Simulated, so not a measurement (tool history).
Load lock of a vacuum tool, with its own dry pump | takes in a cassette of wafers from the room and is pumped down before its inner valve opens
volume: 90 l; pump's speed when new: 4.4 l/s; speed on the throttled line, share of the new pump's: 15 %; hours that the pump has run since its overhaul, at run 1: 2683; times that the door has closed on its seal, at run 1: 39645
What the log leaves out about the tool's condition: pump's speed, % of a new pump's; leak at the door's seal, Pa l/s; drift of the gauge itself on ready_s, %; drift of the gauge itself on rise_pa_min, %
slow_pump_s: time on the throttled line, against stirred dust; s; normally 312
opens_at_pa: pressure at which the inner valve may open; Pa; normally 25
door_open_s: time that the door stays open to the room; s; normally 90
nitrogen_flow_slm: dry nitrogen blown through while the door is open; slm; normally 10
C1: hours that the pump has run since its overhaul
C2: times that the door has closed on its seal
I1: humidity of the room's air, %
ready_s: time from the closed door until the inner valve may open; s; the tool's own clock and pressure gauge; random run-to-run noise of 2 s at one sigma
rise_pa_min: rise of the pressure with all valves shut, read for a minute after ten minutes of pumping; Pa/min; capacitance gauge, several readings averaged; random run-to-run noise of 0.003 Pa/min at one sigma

{"run": 1, "hour": 0.0, "slow_pump_s": 312, "opens_at_pa": 25, "door_open_s": 90, "nitrogen_flow_slm": 10, "C1": 2683, "C2": 39645, "I1": 47.6, "ready_s": 436.8, "rise_pa_min": 0.371}
{"run": 2, "hour": 322.9, "slow_pump_s": 312, "opens_at_pa": 25, "door_open_s": 90, "nitrogen_flow_slm": 10, "C1": 3006, "C2": 40696, "I1": 46.2, "ready_s": 440.9, "rise_pa_min": 0.372}
{"run": 3, "hour": 699.7, "slow_pump_s": 312, "opens_at_pa": 41, "door_open_s": 90, "nitrogen_flow_slm": 10, "C1": 3383, "C2": 41923, "I1": 43.1, "ready_s": 432.3, "rise_pa_min": 0.392}
{"run": 4, "hour": 946.5, "slow_pump_s": 270, "opens_at_pa": 41, "door_open_s": 90, "nitrogen_flow_slm": 10, "C1": 3630, "C2": 42727, "I1": 45.7, "ready_s": 398.7, "rise_pa_min": 0.394}
{"run": 5, "hour": 1324.6, "slow_pump_s": 270, "opens_at_pa": 41, "door_open_s": 90, "nitrogen_flow_slm": 10, "C1": 4008, "C2": 43959, "I1": 44.4, "ready_s": 396.4, "rise_pa_min": 0.423}
{"run": 6, "hour": 1560.8, "slow_pump_s": 270, "opens_at_pa": 41, "door_open_s": 90, "nitrogen_flow_slm": 10, "C1": 4244, "C2": 44728, "I1": 46.1, "ready_s": 398, "rise_pa_min": 0.43}
{"run": 7, "hour": 1841.3, "slow_pump_s": 270, "opens_at_pa": 41, "door_open_s": 90, "nitrogen_flow_slm": 10, "C1": 4525, "C2": 45642, "I1": 46.3, "ready_s": 398.5, "rise_pa_min": 0.449}
{"hour": 1900.4, "done": "door's seal changed, seat wiped"}
{"run": 8, "hour": 2163.3, "slow_pump_s": 312, "opens_at_pa": 25, "door_open_s": 90, "nitrogen_flow_slm": 10, "C1": 4845, "C2": 856, "I1": 46.1, "ready_s": 442.9, "rise_pa_min": 0.031}
{"run": 9, "hour": 2334.4, "slow_pump_s": 312, "opens_at_pa": 24, "door_open_s": 90, "nitrogen_flow_slm": 10, "C1": 5016, "C2": 1413, "I1": 43.9, "ready_s": 446.4, "rise_pa_min": 0.033}
{"run": 10, "hour": 2675.4, "slow_pump_s": 312, "opens_at_pa": 24, "door_open_s": 90, "nitrogen_flow_slm": 10, "C1": 5357, "C2": 2524, "I1": 46, "ready_s": 447.3, "rise_pa_min": 0.034}
{"run": 11, "hour": 3026.4, "slow_pump_s": 312, "opens_at_pa": 28, "door_open_s": 27, "nitrogen_flow_slm": 13, "C1": 5708, "C2": 3667, "I1": 45.2, "ready_s": 446.9, "rise_pa_min": 0.023}
{"run": 12, "hour": 3379.0, "slow_pump_s": 312, "opens_at_pa": 28, "door_open_s": 27, "nitrogen_flow_slm": 13, "C1": 6061, "C2": 4815, "I1": 41.7, "ready_s": 445.5, "rise_pa_min": 0.03}
{"run": 13, "hour": 3680.1, "slow_pump_s": 312, "opens_at_pa": 25, "door_open_s": 160, "nitrogen_flow_slm": 5, "C1": 6362, "C2": 5796, "I1": 45.7, "ready_s": 451.5, "rise_pa_min": 0.068}
{"run": 14, "hour": 4037.8, "slow_pump_s": 169, "opens_at_pa": 25, "door_open_s": 94, "nitrogen_flow_slm": 10, "C1": 6720, "C2": 6961, "I1": 43.5, "ready_s": 330.2, "rise_pa_min": 0.057}
{"run": 15, "hour": 4210.1, "slow_pump_s": 169, "opens_at_pa": 25, "door_open_s": 94, "nitrogen_flow_slm": 10, "C1": 6892, "C2": 7522, "I1": 43.1, "ready_s": 330.4, "rise_pa_min": 0.057}
{"run": 16, "hour": 4443.5, "slow_pump_s": 505, "opens_at_pa": 25, "door_open_s": 90, "nitrogen_flow_slm": 9, "C1": 7125, "C2": 8282, "I1": 47.6, "ready_s": 610.8, "rise_pa_min": 0.06}
{"run": 17, "hour": 4705.3, "slow_pump_s": 312, "opens_at_pa": 25, "door_open_s": 90, "nitrogen_flow_slm": 34, "C1": 7387, "C2": 9135, "I1": 42, "ready_s": 449.6, "rise_pa_min": 0.056}

Predict each of these 4 candidate next runs independently; none follows another, all start after run 17:
{"run": "A", "hour": 5077.4, "slow_pump_s": 312, "opens_at_pa": 25, "door_open_s": 39, "nitrogen_flow_slm": 21, "C1": 7759, "C2": 10347, "I1": 45.8, "ready_s": "?", "rise_pa_min": "?"}
{"run": "B", "hour": 5077.4, "slow_pump_s": 362, "opens_at_pa": 20, "door_open_s": 90, "nitrogen_flow_slm": 34, "C1": 7759, "C2": 10347, "I1": 47, "ready_s": "?", "rise_pa_min": "?"}
{"run": "C", "hour": 5077.4, "slow_pump_s": 320, "opens_at_pa": 26, "door_open_s": 30, "nitrogen_flow_slm": 10, "C1": 7759, "C2": 10347, "I1": 42.8, "ready_s": "?", "rise_pa_min": "?"}
{"run": "D", "hour": 5077.4, "slow_pump_s": 312, "opens_at_pa": 20, "door_open_s": 27, "nitrogen_flow_slm": 10, "C1": 7759, "C2": 10347, "I1": 45.5, "ready_s": "?", "rise_pa_min": "?"}

run=A ready_s=451.3 rise_pa_min=0.056
run=B ready_s=499.3 rise_pa_min=0.064
run=C ready_s=456.7 rise_pa_min=0.052
run=D ready_s=454.5 rise_pa_min=0.053
The same runs, with their run-to-run variation unchanged, on a tool lacking any hidden condition would have given:
run=A ready_s=435.1 rise_pa_min=0.017
run=B ready_s=483.8 rise_pa_min=0.024
run=C ready_s=441.1 rise_pa_min=0.013
run=D ready_s=438.1 rise_pa_min=0.014
